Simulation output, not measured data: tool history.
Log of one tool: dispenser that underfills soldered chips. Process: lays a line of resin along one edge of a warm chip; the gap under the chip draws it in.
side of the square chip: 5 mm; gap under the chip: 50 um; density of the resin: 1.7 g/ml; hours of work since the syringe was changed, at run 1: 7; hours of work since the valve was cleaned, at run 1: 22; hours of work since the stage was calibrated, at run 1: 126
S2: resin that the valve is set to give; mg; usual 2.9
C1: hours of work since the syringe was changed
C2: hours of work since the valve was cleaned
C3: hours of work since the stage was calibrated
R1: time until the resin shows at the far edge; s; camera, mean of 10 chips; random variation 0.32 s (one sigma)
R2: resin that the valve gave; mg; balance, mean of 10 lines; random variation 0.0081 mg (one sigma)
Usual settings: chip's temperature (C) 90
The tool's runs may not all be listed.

{"run": 1, "hour": 0.0, "chip's temperature (C)": 90, "S2": 2.9, "C1": 7, "C2": 22, "C3": 126, "R1": 17.2, "R2": 2.874}
{"run": 2, "hour": 2.8, "chip's temperature (C)": 85, "S2": 2.9, "C1": 9, "C2": 24, "C3": 128, "R1": 21.6, "R2": 2.881}
{"hour": 5.6, "done": "new syringe of resin"}
{"run": 3, "hour": 7.6, "chip's temperature (C)": 96, "S2": 2.9, "C1": 2, "C2": 28, "C3": 131, "R1": 11.8, "R2": 2.855}
{"run": 4, "hour": 9.8, "chip's temperature (C)": 96, "S2": 2.9, "C1": 3, "C2": 29, "C3": 133, "R1": 12.5, "R2": 2.851}
{"run": 5, "hour": 13.3, "chip's temperature (C)": 90, "S2": 3.13, "C1": 6, "C2": 32, "C3": 135, "R1": 16.8, "R2": 3.067}
{"run": 6, "hour": 17.8, "chip's temperature (C)": 90, "S2": 3.13, "C1": 9, "C2": 35, "C3": 139, "R1": 18.9, "R2": 3.071}
{"hour": 20.3, "done": "new syringe of resin"}
{"run": 7, "hour": 22.7, "chip's temperature (C)": 90, "S2": 3.13, "C1": 2, "C2": 39, "C3": 142, "R1": 13.1, "R2": 3.076}
{"run": 8, "hour": 27.1, "chip's temperature (C)": 90, "S2": 3.05, "C1": 5, "C2": 42, "C3": 145, "R1": 15.6, "R2": 2.991}
{"run": 9, "hour": 31.1, "chip's temperature (C)": 90, "S2": 3.05, "C1": 8, "C2": 45, "C3": 148, "R1": 17.8, "R2": 2.994}
{"run": 10, "hour": 33.1, "chip's temperature (C)": 83, "S2": 3.05, "C1": 9, "C2": 46, "C3": 150, "R1": 23.7, "R2": 2.985}
{"hour": 34.8, "done": "new syringe of resin"}
{"run": 11, "hour": 36.2, "chip's temperature (C)": 91, "S2": 2.9, "C1": 1, "C2": 48, "C3": 152, "R1": 13.3, "R2": 2.843}
{"run": 12, "hour": 38.1, "chip's temperature (C)": 87, "S2": 2.9, "C1": 3, "C2": 50, "C3": 153, "R1": 15.3, "R2": 2.827}
{"run": 13, "hour": 40.3, "chip's temperature (C)": 91, "S2": 2.9, "C1": 4, "C2": 51, "C3": 155, "R1": 14.4, "R2": 2.846}
{"run": 14, "hour": 44.7, "chip's temperature (C)": 90, "S2": 2.9, "C1": 7, "C2": 55, "C3": 158, "R1": 17.9, "R2": 2.836}
{"run": 15, "hour": 48.4, "chip's temperature (C)": 90, "S2": 2.9, "C1": 10, "C2": 57, "C3": 161, "R1": 20.2, "R2": 2.832}
{"hour": 49.3, "done": "new syringe of resin"}
{"run": 16, "hour": 50.8, "chip's temperature (C)": 90, "S2": 2.9, "C1": 1, "C2": 59, "C3": 162, "R1": 12.7, "R2": 2.843}
{"run": 17, "hour": 55.0, "chip's temperature (C)": 90, "S2": 2.9, "C1": 4, "C2": 62, "C3": 165, "R1": 15.7, "R2": 2.831}
{"run": 18, "hour": 57.4, "chip's temperature (C)": 90, "S2": 2.9, "C1": 6, "C2": 64, "C3": 167, "R1": 16.7, "R2": 2.807}
{"run": 19, "hour": 61.0, "chip's temperature (C)": 82, "S2": 3.8, "C1": 9, "C2": 66, "C3": 170, "R1": 22.8, "R2": 3.702}
{"hour": 63.7, "done": "new syringe of resin"}
{"run": 20, "hour": 65.6, "chip's temperature (C)": 85, "S2": 2.81, "C1": 1, "C2": 70, "C3": 173, "R1": 15.7, "R2": 2.708}
{"run": 21, "hour": 67.7, "chip's temperature (C)": 85, "S2": 2.81, "C1": 3, "C2": 71, "C3": 175, "R1": 16.4, "R2": 2.722}
{"run": 22, "hour": 71.0, "chip's temperature (C)": 85, "S2": 3.4, "C1": 5, "C2": 74, "C3": 177, "R1": 17.7, "R2": 3.275}
{"run": 23, "hour": 74.0, "chip's temperature (C)": 85, "S2": 3.4, "C1": 8, "C2": 76, "C3": 179, "R1": 19.8, "R2": 3.286}
{"hour": 78.2, "done": "new syringe of resin"}
{"run": 24, "hour": 78.2, "chip's temperature (C)": 85, "S2": 3.4, "C1": 0, "C2": 79, "C3": 182, "R1": 13.7, "R2": 3.294}
{"run": 25, "hour": 81.0, "chip's temperature (C)": 101, "S2": 2.75, "C1": 2, "C2": 81, "C3": 184, "R1": 10.3, "R2": 2.655}
{"run": 26, "hour": 82.8, "chip's temperature (C)": 99, "S2": 3.05, "C1": 3, "C2": 82, "C3": 186, "R1": 11.6, "R2": 2.945}
{"run": 27, "hour": 86.4, "chip's temperature (C)": 104, "S2": 3.47, "C1": 6, "C2": 85, "C3": 188, "R1": 10.9, "R2": 3.336}
{"run": 28, "hour": 88.8, "chip's temperature (C)": 104, "S2": 3.47, "C1": 8, "C2": 87, "C3": 190, "R1": 12.2, "R2": 3.343}
{"hour": 92.6, "done": "new syringe of resin"}
{"run": 29, "hour": 92.6, "chip's temperature (C)": 84, "S2": 3.54, "C1": 0, "C2": 89, "C3": 193, "R1": 15.4, "R2": 3.403}
{"run": 30, "hour": 95.8, "chip's temperature (C)": 103, "S2": 3.47, "C1": 2, "C2": 91, "C3": 195, "R1": 9.8, "R2": 3.317}
{"run": 31, "hour": 100.0, "chip's temperature (C)": 103, "S2": 3.47, "C1": 5, "C2": 95, "C3": 198, "R1": 11.5, "R2": 3.32}
{"run": 32, "hour": 102.4, "chip's temperature (C)": 91, "S2": 3.4, "C1": 7, "C2": 96, "C3": 200, "R1": 16.8, "R2": 3.261}
{"run": 33, "hour": 105.6, "chip's temperature (C)": 91, "S2": 3.4, "C1": 10, "C2": 99, "C3": 202, "R1": 19.7, "R2": 3.251}
{"hour": 107.2, "done": "new syringe of resin"}
{"run": 34, "hour": 109.5, "chip's temperature (C)": 86, "S2": 3.3, "C1": 2, "C2": 101, "C3": 205, "R1": 15.3, "R2": 3.158}
{"run": 35, "hour": 111.4, "chip's temperature (C)": 78, "S2": 3.3, "C1": 3, "C2": 103, "C3": 206, "R1": 20.3, "R2": 3.154}
{"run": 36, "hour": 113.7, "chip's temperature (C)": 78, "S2": 3.3, "C1": 5, "C2": 105, "C3": 208, "R1": 22.1, "R2": 3.154}

3 ways to go on from here, each from the tool as it stands after run 36. What would each give?
{"run": "A", "hour": 117.3, "chip's temperature (C)": 95, "S2": 2.9, "C1": 7, "C2": 107, "C3": 211, "R1": "?", "R2": "?"}
{"run": "B", "hour": 117.3, "chip's temperature (C)": 101, "S2": 3.11, "C1": 7, "C2": 107, "C3": 211, "R1": "?", "R2": "?"}
{"run": "C", "hour": 117.3, "chip's temperature (C)": 95, "S2": 3.27, "C1": 7, "C2": 107, "C3": 211, "R1": "?", "R2": "?"}

run=A R1=15.2 R2=2.765
run=B R1=13.1 R2=2.969
run=C R1=15.1 R2=3.124
Without the tool's hidden state the same runs would have given:
run=A R1=10.3 R2=2.897
run=B R1=9 R2=3.111
run=C R1=10.4 R2=3.274
